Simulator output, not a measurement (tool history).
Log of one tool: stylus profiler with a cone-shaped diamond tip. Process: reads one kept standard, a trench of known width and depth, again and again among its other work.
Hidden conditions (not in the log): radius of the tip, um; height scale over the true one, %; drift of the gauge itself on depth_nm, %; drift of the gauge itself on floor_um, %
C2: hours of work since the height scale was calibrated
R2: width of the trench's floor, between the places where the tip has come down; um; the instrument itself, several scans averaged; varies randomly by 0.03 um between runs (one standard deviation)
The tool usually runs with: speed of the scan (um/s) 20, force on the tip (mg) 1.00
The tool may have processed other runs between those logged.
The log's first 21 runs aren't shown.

Run 22, day 85.975: usual settings but speed of the scan (um/s) 77, force on the tip (mg) 2.59; scans with this tip 11411; C2 1311. Result: depth of the trench (Å) 1013.6, R2 97.77 um.
Run 23, day 90.767: usual settings but speed of the scan (um/s) 77, force on the tip (mg) 2.59; scans with this tip 11996; C2 1378. Result: depth of the trench (Å) 1013.2, R2 97.77 um.
Run 24, day 93.758: usual settings but speed of the scan (um/s) 22, force on the tip (mg) 1.68; scans with this tip 12361; C2 1420. Result: depth of the trench (Å) 1012.8, R2 98.01 um.
Run 25, day 98.371: usual settings but speed of the scan (um/s) 70, force on the tip (mg) 0.89; scans with this tip 12924; C2 1485. Result: depth of the trench (Å) 1011.2, R2 97.51 um.
Run 26, day 102.621: usual settings but force on the tip (mg) 1.92; scans with this tip 13442; C2 1544. Result: depth of the trench (Å) 1013.6, R2 98.06 um.
Run 27, day 107.871: usual settings but speed of the scan (um/s) 14, force on the tip (mg) 1.34; scans with this tip 14083; C2 1618. Result: depth of the trench (Å) 1010.9, R2 98.05 um.
Run 28, day 113.058: usual settings but speed of the scan (um/s) 14, force on the tip (mg) 1.34; scans with this tip 14716; C2 1691. Result: depth of the trench (Å) 1012.0, R2 98.00 um.
Run 29, day 117.292: usual settings but speed of the scan (um/s) 14, force on the tip (mg) 0.50; scans with this tip 15233; C2 1750. Result: depth of the trench (Å) 1009.7, R2 97.91 um.
Run 30, day 119.875: usual settings but speed of the scan (um/s) 14, force on the tip (mg) 0.50; scans with this tip 15548; C2 1786. Result: depth of the trench (Å) 1011.1, R2 97.93 um.
Run 31, day 124.067: usual settings but speed of the scan (um/s) 34, force on the tip (mg) 2.20; scans with this tip 16059; C2 1845. Result: depth of the trench (Å) 1014.8, R2 97.90 um.
Run 32, day 127.317: usual settings but speed of the scan (um/s) 34, force on the tip (mg) 2.20; scans with this tip 16456; C2 1891. Result: depth of the trench (Å) 1016.0, R2 97.90 um.
Run 33, day 129.738: usual settings but speed of the scan (um/s) 50, force on the tip (mg) 2.01; scans with this tip 16751; C2 1924. Result: depth of the trench (Å) 1015.9, R2 97.75 um.
Run 34, day 133.142: usual settings but speed of the scan (um/s) 50, force on the tip (mg) 2.01; scans with this tip 17167; C2 1972. Result: depth of the trench (Å) 1014.9, R2 97.71 um.
Run 35, day 138.125: usual settings but speed of the scan (um/s) 55, force on the tip (mg) 1.07; scans with this tip 17775; C2 2042. Result: depth of the trench (Å) 1013.6, R2 97.57 um.
Run 36, day 140.962: usual settings but force on the tip (mg) 1.86; scans with this tip 18121; C2 2082. Result: depth of the trench (Å) 1015.1, R2 97.88 um.

Alternative continuations, all from the tool just after run 36; predict every row:
Run A, day 145.992: usual settings but speed of the scan (um/s) 7; scans with this tip 18735; C2 2152. Result: depth of the trench (Å) ?, R2 ?.
Run B, day 145.992: usual settings but speed of the scan (um/s) 12, force on the tip (mg) 0.50; scans with this tip 18735; C2 2152. Result: depth of the trench (Å) ?, R2 ?.
Run C, day 145.992: usual settings but speed of the scan (um/s) 52, force on the tip (mg) 1.05; scans with this tip 18735; C2 2152. Result: depth of the trench (Å) ?, R2 ?.

run  depth of the trench (Å)     R2
  A                   1012.7  97.93
  B                   1011.8  97.89
  C                   1014.3  97.61
With no hidden state in the tool, these same runs would have given:
run  depth of the trench (Å)     R2
  A                   1004.1  98.51
  B                   1003.3  98.47
  C                   1005.7  98.19
